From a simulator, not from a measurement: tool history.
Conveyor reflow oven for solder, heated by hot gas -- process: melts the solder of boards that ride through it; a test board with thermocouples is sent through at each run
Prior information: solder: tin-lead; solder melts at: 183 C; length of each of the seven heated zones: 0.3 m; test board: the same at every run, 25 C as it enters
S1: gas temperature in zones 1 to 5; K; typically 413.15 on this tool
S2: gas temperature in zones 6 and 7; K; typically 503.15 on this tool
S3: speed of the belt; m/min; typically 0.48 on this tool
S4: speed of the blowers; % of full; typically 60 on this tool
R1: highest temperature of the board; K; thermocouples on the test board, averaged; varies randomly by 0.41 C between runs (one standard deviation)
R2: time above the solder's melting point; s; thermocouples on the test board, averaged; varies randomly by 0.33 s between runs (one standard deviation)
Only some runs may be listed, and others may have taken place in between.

| run | hour | S1 | S2 | S3 | S4 | R1 | R2 |
|---|---|---|---|---|---|---|---|
| 1 | 0 | 413.15 | 503.15 | 0.48 | 60 | 488.75 | 56.1 |
| 2 | 62 | 413.15 | 503.15 | 0.48 | 60 | 488.65 | 56.1 |
| 3 | 115.6 | 413.15 | 503.15 | 0.48 | 60 | 488.75 | 56.3 |
| 4 | 168.4 | 413.15 | 507.15 | 0.48 | 60 | 492.85 | 58.6 |
| 5 | 211.6 | 413.15 | 507.15 | 0.48 | 60 | 492.95 | 59.3 |
| 6 | 262.3 | 413.15 | 503.15 | 0.48 | 60 | 488.95 | 56.3 |
| 7 | 316.2 | 413.15 | 503.15 | 0.48 | 60 | 488.55 | 56.7 |
| 8 | 358.1 | 413.15 | 503.15 | 0.48 | 60 | 488.75 | 56.3 |
| 9 | 411.6 | 413.15 | 503.15 | 0.48 | 60 | 488.45 | 56 |
|  | 429.3 | flux residue cleaned out of gas plates and filters |
| 10 | 455.6 | 413.15 | 503.15 | 0.48 | 60 | 489.25 | 56.2 |
| 11 | 486 | 413.15 | 503.15 | 0.48 | 60 | 489.85 | 55.9 |
| 12 | 528 | 413.15 | 503.15 | 0.48 | 60 | 489.05 | 56 |
| 13 | 583 | 413.15 | 503.15 | 0.48 | 60 | 488.95 | 56.3 |
| 14 | 645.2 | 413.15 | 503.15 | 0.48 | 60 | 488.45 | 55.7 |
| 15 | 679.1 | 415.15 | 503.15 | 0.48 | 60 | 489.25 | 57.2 |
| 16 | 711.7 | 415.15 | 503.15 | 0.39 | 60 | 493.95 | 76.7 |
| 17 | 769.2 | 402.15 | 503.15 | 0.48 | 60 | 486.95 | 51.1 |
| 18 | 835.1 | 413.15 | 495.15 | 0.48 | 65 | 482.65 | 51.8 |
| 19 | 883.1 | 416.15 | 503.15 | 0.48 | 61 | 489.65 | 57.9 |
| 20 | 950.4 | 418.15 | 505.15 | 0.475 | 64 | 492.25 | 61.4 |
| 21 | 984.3 | 406.15 | 509.15 | 0.48 | 82 | 497.25 | 60.1 |
|  | 1002.7 | flux residue cleaned out of gas plates and filters |
| 22 | 1017.9 | 400.15 | 503.15 | 0.505 | 60 | 485.35 | 46.1 |
| 23 | 1063.9 | 400.15 | 503.15 | 0.505 | 60 | 485.85 | 46.4 |
|  | 1113.1 | belt drive overhauled, speed set with a stopwatch |
| 24 | 1113.1 | 420.15 | 492.15 | 0.544 | 74 | 478.95 | 44.8 |
| 25 | 1153.3 | 420.15 | 500.15 | 0.544 | 74 | 486.15 | 49.4 |
| 26 | 1200.1 | 420.15 | 500.15 | 0.544 | 74 | 486.55 | 50.6 |
| 27 | 1270.7 | 406.15 | 503.15 | 0.456 | 80 | 492.65 | 61.1 |

Expected results for the next run?
|  | 1297.2 | thermocouples of zones 6 and 7 changed |
| 28 | 1336.6 | 413.15 | 515.15 | 0.529 | 70 | ? | ? |

R1: 498.95 K
R2: 56.2 s
With no hidden state in the tool, this same run would have given R1 499.05 K, R2 56.2 s.
